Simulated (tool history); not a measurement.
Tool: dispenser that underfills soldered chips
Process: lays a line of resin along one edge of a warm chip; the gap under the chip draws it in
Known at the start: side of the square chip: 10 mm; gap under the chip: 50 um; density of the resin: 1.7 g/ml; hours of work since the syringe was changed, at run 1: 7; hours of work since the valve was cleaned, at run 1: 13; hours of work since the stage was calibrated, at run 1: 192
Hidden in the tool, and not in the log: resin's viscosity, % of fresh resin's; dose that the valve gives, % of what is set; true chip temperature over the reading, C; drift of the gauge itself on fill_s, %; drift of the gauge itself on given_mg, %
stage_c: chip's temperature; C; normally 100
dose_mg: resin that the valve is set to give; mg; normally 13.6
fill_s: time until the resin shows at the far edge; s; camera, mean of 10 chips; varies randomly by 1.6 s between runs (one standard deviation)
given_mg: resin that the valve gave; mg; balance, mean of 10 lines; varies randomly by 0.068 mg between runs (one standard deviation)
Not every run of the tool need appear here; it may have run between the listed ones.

| run | hour | stage_c | dose_mg | hours of work since the syringe was changed | hours of work since the valve was cleaned | hours of work since the stage was calibrated | fill_s | given_mg |
|---|---|---|---|---|---|---|---|---|
| 1 | 0.0 | 100 | 13.6 | 7 | 13 | 192 | 217.8 | 13.54 |
|  | 4.2 | new syringe of resin |
| 2 | 8.3 | 100 | 13.6 | 2 | 18 | 197 | 184.0 | 13.41 |
| 3 | 17.8 | 100 | 17.0 | 8 | 24 | 203 | 232.3 | 16.80 |
|  | 18.7 | new syringe of resin |
| 4 | 23.3 | 100 | 17.0 | 3 | 27 | 206 | 180.3 | 16.63 |
| 5 | 28.6 | 92 | 13.6 | 6 | 30 | 209 | 277.2 | 13.41 |
|  | 33.2 | new syringe of resin |
| 6 | 35.6 | 111 | 13.6 | 1 | 34 | 213 | 121.5 | 13.20 |
| 7 | 44.3 | 100 | 13.6 | 7 | 40 | 218 | 216.4 | 13.41 |
|  | 47.6 | new syringe of resin |
| 8 | 54.4 | 111 | 13.6 | 4 | 45 | 224 | 139.3 | 13.33 |
| 9 | 59.0 | 111 | 13.6 | 7 | 48 | 227 | 155.0 | 13.31 |
|  | 62.6 | new syringe of resin |
| 10 | 66.6 | 100 | 13.3 | 2 | 53 | 232 | 183.4 | 12.91 |
| 11 | 75.6 | 100 | 13.3 | 8 | 58 | 237 | 235.6 | 13.07 |
|  | 77.3 | new syringe of resin |
| 12 | 84.1 | 100 | 13.3 | 4 | 63 | 242 | 203.0 | 12.77 |
| 13 | 90.3 | 100 | 13.3 | 8 | 67 | 246 | 237.3 | 12.73 |
|  | 91.8 | new syringe of resin |
| 14 | 97.8 | 93 | 13.6 | 4 | 71 | 250 | 243.8 | 13.16 |
| 15 | 103.3 | 108 | 13.6 | 7 | 75 | 253 | 172.0 | 13.10 |
|  | 106.6 | new syringe of resin |
| 16 | 112.2 | 108 | 13.6 | 3 | 80 | 259 | 150.4 | 12.94 |
| 17 | 117.6 | 99 | 13.6 | 7 | 83 | 262 | 230.6 | 13.08 |
|  | 121.3 | new syringe of resin |
| 18 | 122.0 | 96 | 16.1 | 0 | 86 | 265 | 189.9 | 15.26 |
| 19 | 130.4 | 111 | 12.9 | 6 | 91 | 270 | 147.7 | 12.23 |
|  | 135.6 | new syringe of resin |
| 20 | 135.6 | 111 | 12.9 | 0 | 94 | 273 | 118.5 | 12.19 |
| 21 | 139.7 | 113 | 14.0 | 2 | 96 | 275 | 121.0 | 13.30 |
| 22 | 144.5 | 93 | 15.8 | 5 | 99 | 278 | 260.0 | 14.95 |
| 23 | 149.5 | 109 | 12.7 | 8 | 102 | 281 | 184.1 | 12.11 |
|  | 150.5 | new syringe of resin |
| 24 | 158.4 | 104 | 14.5 | 5 | 108 | 286 | 179.0 | 13.67 |
|  | 165.4 | new syringe of resin |
| 25 | 167.7 | 109 | 15.2 | 1 | 113 | 292 | 130.8 | 14.22 |
| 26 | 174.1 | 108 | 13.6 | 5 | 117 | 296 | 160.5 | 12.73 |

Here are 3 independent what-if runs from the current tool condition. What would each one return?
|  | 180.5 | new syringe of resin |
| A | 181.7 | 87 | 12.0 | 1 | 121 | 300 | ? | ? |
|  | 180.5 | new syringe of resin |
| B | 181.7 | 105 | 13.6 | 1 | 121 | 300 | ? | ? |
|  | 180.5 | new syringe of resin |
| C | 181.7 | 108 | 13.9 | 1 | 121 | 300 | ? | ? |

| run | fill_s | given_mg |
|---|---|---|
| A | 273.3 | 11.12 |
| B | 144.3 | 12.78 |
| C | 129.9 | 12.90 |
Without the tool's hidden state the same runs would have given:
| run | fill_s | given_mg |
|---|---|---|
| A | 256.3 | 11.90 |
| B | 136.6 | 13.66 |
| C | 123.1 | 13.79 |

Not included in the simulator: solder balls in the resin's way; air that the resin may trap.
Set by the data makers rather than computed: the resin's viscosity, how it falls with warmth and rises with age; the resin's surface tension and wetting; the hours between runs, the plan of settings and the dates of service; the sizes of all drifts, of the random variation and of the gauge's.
